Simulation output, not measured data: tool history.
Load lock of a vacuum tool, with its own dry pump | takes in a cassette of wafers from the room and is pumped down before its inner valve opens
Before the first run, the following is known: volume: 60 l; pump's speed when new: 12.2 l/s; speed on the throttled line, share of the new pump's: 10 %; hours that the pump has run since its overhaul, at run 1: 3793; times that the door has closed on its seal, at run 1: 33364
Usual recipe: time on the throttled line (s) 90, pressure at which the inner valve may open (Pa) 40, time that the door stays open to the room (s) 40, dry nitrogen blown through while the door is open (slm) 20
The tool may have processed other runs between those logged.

| run | hour | time on the throttled line (s) | pressure at which the inner valve may open (Pa) | time that the door stays open to the room (s) | dry nitrogen blown through while the door is open (slm) | hours that the pump has run since its overhaul | times that the door has closed on its seal | incoming humidity of the room's air, % | time from the closed door until the inner valve may open (s) | rise of the pressure with all valves shut (Pa/min) |
|---|---|---|---|---|---|---|---|---|---|---|
| 1 | 0.0 | 90 | 40 | 40 | 20 | 3793 | 33364 | 44.6 | 120.0 | 0.080 |
| 2 | 107.2 | 90 | 40 | 40 | 20 | 3900 | 33700 | 47.4 | 119.9 | 0.080 |
| 3 | 235.8 | 90 | 40 | 40 | 20 | 4029 | 34102 | 45.3 | 119.6 | 0.083 |
| 4 | 308.5 | 90 | 40 | 40 | 20 | 4102 | 34330 | 43.4 | 119.8 | 0.081 |
| 5 | 390.2 | 90 | 40 | 40 | 10 | 4183 | 34586 | 46.0 | 120.0 | 0.093 |
| 6 | 446.7 | 90 | 40 | 40 | 10 | 4240 | 34763 | 44.7 | 120.1 | 0.095 |
| 7 | 551.0 | 90 | 40 | 40 | 10 | 4344 | 35090 | 43.5 | 120.0 | 0.093 |
| 8 | 673.1 | 90 | 40 | 83 | 10 | 4466 | 35472 | 43.4 | 120.2 | 0.102 |
| 9 | 746.5 | 90 | 40 | 40 | 20 | 4540 | 35702 | 42.4 | 120.0 | 0.083 |
| 10 | 809.1 | 90 | 40 | 40 | 20 | 4602 | 35898 | 44.3 | 119.9 | 0.085 |
| 11 | 878.6 | 90 | 40 | 40 | 20 | 4672 | 36116 | 44.8 | 120.2 | 0.088 |
| 12 | 935.1 | 90 | 40 | 40 | 20 | 4728 | 36293 | 47.0 | 119.8 | 0.084 |
| 13 | 1063.4 | 90 | 40 | 40 | 20 | 4857 | 36695 | 46.8 | 119.5 | 0.088 |
| 14 | 1190.8 | 90 | 40 | 40 | 20 | 4984 | 37093 | 45.8 | 120.5 | 0.089 |
| 15 | 1294.6 | 90 | 40 | 40 | 20 | 5088 | 37419 | 45.2 | 120.5 | 0.091 |
| 16 | 1375.1 | 65 | 40 | 40 | 20 | 5168 | 37671 | 42.8 | 97.8 | 0.093 |
| 17 | 1445.6 | 65 | 40 | 40 | 20 | 5239 | 37892 | 44.3 | 97.6 | 0.096 |
| 18 | 1512.6 | 65 | 40 | 40 | 20 | 5306 | 38101 | 45.7 | 97.7 | 0.091 |
| 19 | 1572.8 | 115 | 40 | 40 | 20 | 5366 | 38290 | 46.4 | 142.1 | 0.097 |
| 20 | 1671.3 | 115 | 40 | 40 | 20 | 5464 | 38598 | 44.1 | 143.0 | 0.096 |
| 21 | 1763.3 | 56 | 33 | 54 | 32 | 5556 | 38887 | 44.9 | 91.2 | 0.095 |
| 22 | 1893.6 | 78 | 33 | 54 | 4 | 5687 | 39295 | 47.0 | 110.4 | 0.117 |
| 23 | 1976.3 | 115 | 32 | 54 | 8 | 5769 | 39554 | 45.3 | 143.5 | 0.113 |
| 24 | 2046.7 | 58 | 50 | 88 | 30 | 5840 | 39774 | 43.0 | 90.2 | 0.100 |
| 25 | 2166.9 | 90 | 35 | 27 | 20 | 5960 | 40150 | 44.7 | 121.0 | 0.096 |
| 26 | 2265.3 | 102 | 40 | 159 | 13 | 6059 | 40459 | 44.8 | 131.2 | 0.126 |
| 27 | 2338.8 | 102 | 30 | 159 | 19 | 6132 | 40689 | 45.3 | 132.8 | 0.128 |
| 28 | 2420.4 | 102 | 30 | 159 | 19 | 6214 | 40945 | 48.8 | 132.7 | 0.119 |
| 29 | 2510.2 | 48 | 30 | 41 | 10 | 6303 | 41226 | 41.5 | 84.1 | 0.110 |
| 30 | 2625.5 | 90 | 40 | 72 | 20 | 6419 | 41587 | 46.7 | 120.3 | 0.112 |
| 31 | 2703.2 | 75 | 58 | 72 | 20 | 6496 | 41830 | 46.9 | 105.2 | 0.112 |
| 32 | 2780.2 | 47 | 54 | 40 | 20 | 6573 | 42072 | 46.0 | 80.3 | 0.108 |
| 33 | 2907.4 | 47 | 54 | 40 | 20 | 6701 | 42470 | 42.9 | 80.5 | 0.111 |
| 34 | 3039.4 | 47 | 54 | 40 | 20 | 6833 | 42883 | 44.4 | 80.2 | 0.115 |
| 35 | 3113.1 | 47 | 54 | 237 | 20 | 6906 | 43114 | 45.2 | 80.3 | 0.140 |
| 36 | 3172.9 | 90 | 40 | 91 | 33 | 6966 | 43302 | 45.3 | 120.7 | 0.117 |
| 37 | 3290.0 | 129 | 40 | 40 | 20 | 7083 | 43668 | 46.3 | 155.4 | 0.108 |
| 38 | 3345.7 | 70 | 40 | 214 | 20 | 7139 | 43843 | 44.5 | 102.8 | 0.136 |

Per-run results on a tool with no hidden state, each run keeping its own random variation:
Hidden state at play: pump's speed, % of a new pump's; leak at the door's seal, Pa l/s; drift of the gauge itself on ready_s, %; drift of the gauge itself on rise_pa_min, %.
| run | time from the closed door until the inner valve may open (s) | rise of the pressure with all valves shut (Pa/min) |
|---|---|---|
| 1 | 119.6 | 0.027 |
| 2 | 119.5 | 0.025 |
| 3 | 119.1 | 0.027 |
| 4 | 119.3 | 0.024 |
| 5 | 119.5 | 0.035 |
| 6 | 119.6 | 0.036 |
| 7 | 119.5 | 0.034 |
| 8 | 119.7 | 0.043 |
| 9 | 119.4 | 0.023 |
| 10 | 119.4 | 0.023 |
| 11 | 119.6 | 0.026 |
| 12 | 119.2 | 0.022 |
| 13 | 118.9 | 0.025 |
| 14 | 119.8 | 0.025 |
| 15 | 119.8 | 0.025 |
| 16 | 97.1 | 0.026 |
| 17 | 96.8 | 0.027 |
| 18 | 96.9 | 0.023 |
| 19 | 141.4 | 0.029 |
| 20 | 142.3 | 0.027 |
| 21 | 90.3 | 0.024 |
| 22 | 109.5 | 0.045 |
| 23 | 142.7 | 0.040 |
| 24 | 89.3 | 0.028 |
| 25 | 120.0 | 0.020 |
| 26 | 130.3 | 0.050 |
| 27 | 131.9 | 0.051 |
| 28 | 131.8 | 0.043 |
| 29 | 83.0 | 0.032 |
| 30 | 119.4 | 0.033 |
| 31 | 104.3 | 0.032 |
| 32 | 79.2 | 0.026 |
| 33 | 79.3 | 0.028 |
| 34 | 79.1 | 0.031 |
| 35 | 79.1 | 0.054 |
| 36 | 119.5 | 0.030 |
| 37 | 154.4 | 0.022 |
| 38 | 101.6 | 0.047 |
